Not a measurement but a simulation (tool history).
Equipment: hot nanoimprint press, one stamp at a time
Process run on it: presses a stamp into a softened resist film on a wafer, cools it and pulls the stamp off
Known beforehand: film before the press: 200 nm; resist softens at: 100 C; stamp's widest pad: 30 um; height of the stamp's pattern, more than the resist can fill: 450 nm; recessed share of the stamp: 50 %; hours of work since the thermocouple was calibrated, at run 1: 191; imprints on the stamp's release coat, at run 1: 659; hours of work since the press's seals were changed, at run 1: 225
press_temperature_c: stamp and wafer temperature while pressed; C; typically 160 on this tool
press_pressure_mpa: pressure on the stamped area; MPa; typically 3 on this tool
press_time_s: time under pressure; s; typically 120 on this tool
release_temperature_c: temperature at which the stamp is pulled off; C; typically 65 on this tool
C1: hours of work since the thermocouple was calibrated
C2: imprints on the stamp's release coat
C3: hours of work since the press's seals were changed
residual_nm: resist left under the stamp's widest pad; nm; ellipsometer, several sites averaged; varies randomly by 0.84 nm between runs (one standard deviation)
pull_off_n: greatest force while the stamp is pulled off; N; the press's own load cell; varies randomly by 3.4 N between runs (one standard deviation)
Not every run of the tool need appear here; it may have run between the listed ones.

Run 1, hour 0: usual settings; C1 191; C2 659; C3 225. Result: residual_nm 110 nm, pull_off_n 174 N.
Run 2, hour 19: usual settings but press_pressure_mpa 2.48 MPa; C1 204; C2 744; C3 238. Result: residual_nm 116.5 nm, pull_off_n 169 N.
Run 3, hour 37.2: usual settings but press_pressure_mpa 4.08 MPa; C1 216; C2 827; C3 250. Result: residual_nm 95.5 nm, pull_off_n 171 N.
Run 4, hour 49.4: usual settings; C1 225; C2 882; C3 258. Result: residual_nm 107.5 nm, pull_off_n 176 N.
Run 5, hour 65.1: usual settings but press_time_s 78 s; C1 235; C2 953; C3 269. Result: residual_nm 123 nm, pull_off_n 181 N.
Run 6, hour 85: usual settings; C1 249; C2 1042; C3 282. Result: residual_nm 108.7 nm, pull_off_n 177 N.
Run 7, hour 109.8: usual settings; C1 265; C2 1154; C3 299. Result: residual_nm 107 nm, pull_off_n 182 N.
Run 8, hour 129.9: usual settings; C1 279; C2 1244; C3 312. Result: residual_nm 106.5 nm, pull_off_n 186 N.
Run 9, hour 154.2: usual settings; C1 295; C2 1354; C3 329. Result: residual_nm 105.6 nm, pull_off_n 179 N.
Run 10, hour 174.1: usual settings but press_pressure_mpa 1.85 MPa; C1 309; C2 1444; C3 342. Result: residual_nm 126 nm, pull_off_n 186 N.
Run 11, hour 192.8: usual settings but press_pressure_mpa 1.85 MPa; C1 321; C2 1528; C3 355. Result: residual_nm 125.9 nm, pull_off_n 179 N.
Run 12, hour 219.4: usual settings but press_pressure_mpa 1.88 MPa; C1 339; C2 1648; C3 373. Result: residual_nm 124.7 nm, pull_off_n 190 N.
Run 13, hour 237.4: usual settings but press_time_s 211 s; C1 351; C2 1729; C3 385. Result: residual_nm 85.6 nm, pull_off_n 191 N.
Run 14, hour 261.5: usual settings but press_time_s 211 s; C1 368; C2 1838; C3 401. Result: residual_nm 84.9 nm, pull_off_n 191 N.
Run 15, hour 281.5: usual settings; C1 381; C2 1928; C3 415. Result: residual_nm 106.6 nm, pull_off_n 186 N.
Run 16, hour 306.1: usual settings; C1 398; C2 2039; C3 431. Result: residual_nm 106.2 nm, pull_off_n 199 N.
Run 17, hour 328.6: usual settings but press_temperature_c 154 C; C1 413; C2 2140; C3 447. Result: residual_nm 128.4 nm, pull_off_n 197 N.
At hour 349.9: stamp cleaned and given a new release coat.
Run 18, hour 355.9: usual settings but press_temperature_c 154 C; C1 427; C2 27; C3 461. Result: residual_nm 127.6 nm, pull_off_n 155 N.
Run 19, hour 382.5: usual settings but press_pressure_mpa 4.2 MPa, release_temperature_c 69 C; C1 445; C2 147; C3 479. Result: residual_nm 91.6 nm, pull_off_n 142 N.
Run 20, hour 407.5: usual settings but press_pressure_mpa 4.2 MPa, release_temperature_c 69 C; C1 462; C2 260; C3 496. Result: residual_nm 91.5 nm, pull_off_n 143 N.
At hour 413.1: plate thermocouple calibrated.
Run 21, hour 438.8: usual settings but press_pressure_mpa 4.2 MPa, release_temperature_c 69 C; C1 17; C2 388; C3 515. Result: residual_nm 99.7 nm, pull_off_n 159 N.
Run 22, hour 461.3: usual settings but press_temperature_c 152 C, press_pressure_mpa 4.4 MPa, release_temperature_c 69 C; C1 32; C2 489; C3 530. Result: residual_nm 129.4 nm, pull_off_n 150 N.
Run 23, hour 482.7: usual settings but press_temperature_c 152 C, press_pressure_mpa 4.4 MPa, release_temperature_c 69 C; C1 47; C2 585; C3 544. Result: residual_nm 129.1 nm, pull_off_n 156 N.
Run 24, hour 503: usual settings but press_temperature_c 152 C, press_pressure_mpa 4.4 MPa, release_temperature_c 69 C; C1 61; C2 677; C3 558. Result: residual_nm 127.3 nm, pull_off_n 152 N.
Run 25, hour 525.7: usual settings but press_temperature_c 152 C, press_pressure_mpa 4.4 MPa, release_temperature_c 69 C; C1 76; C2 779; C3 573. Result: residual_nm 128.3 nm, pull_off_n 157 N.
Run 26, hour 543.3: usual settings but press_temperature_c 152 C, press_pressure_mpa 4.4 MPa, release_temperature_c 69 C; C1 88; C2 859; C3 585. Result: residual_nm 127.2 nm, pull_off_n 168 N.
Run 27, hour 569.2: usual settings but press_time_s 151 s, release_temperature_c 55 C; C1 105; C2 976; C3 603. Result: residual_nm 102.7 nm, pull_off_n 224 N.
Run 28, hour 584.6: usual settings but press_time_s 176 s, release_temperature_c 72 C; C1 116; C2 1045; C3 613. Result: residual_nm 95.7 nm, pull_off_n 152 N.
Run 29, hour 605.2: usual settings but press_time_s 176 s, release_temperature_c 72 C; C1 130; C2 1138; C3 627. Result: residual_nm 95.3 nm, pull_off_n 150 N.

What if the next run were any one of these 4? Each begins from the tool's condition after run 29:
Run A, hour 619.3: usual settings but press_temperature_c 165 C, press_time_s 188 s, release_temperature_c 54 C; C1 139; C2 1202; C3 637. Result: residual_nm ?, pull_off_n ?.
Run B, hour 619.3: usual settings but press_pressure_mpa 2.87 MPa; C1 139; C2 1202; C3 637. Result: residual_nm ?, pull_off_n ?.
Run C, hour 619.3: usual settings but press_pressure_mpa 2.46 MPa, press_time_s 238 s; C1 139; C2 1202; C3 637. Result: residual_nm ?, pull_off_n ?.
Run D, hour 619.3: usual settings but press_temperature_c 166 C, press_time_s 66 s, release_temperature_c 69 C; C1 139; C2 1202; C3 637. Result: residual_nm ?, pull_off_n ?.

run  residual_nm  pull_off_n
  A         77.8         234
  B        112.4         182
  C         92.2         184
  D        110.6         162
Without the tool's hidden state the same runs would have given:
run  residual_nm  pull_off_n
  A         79.1         206
  B        114.2         160
  C           94         162
  D        112.2         143
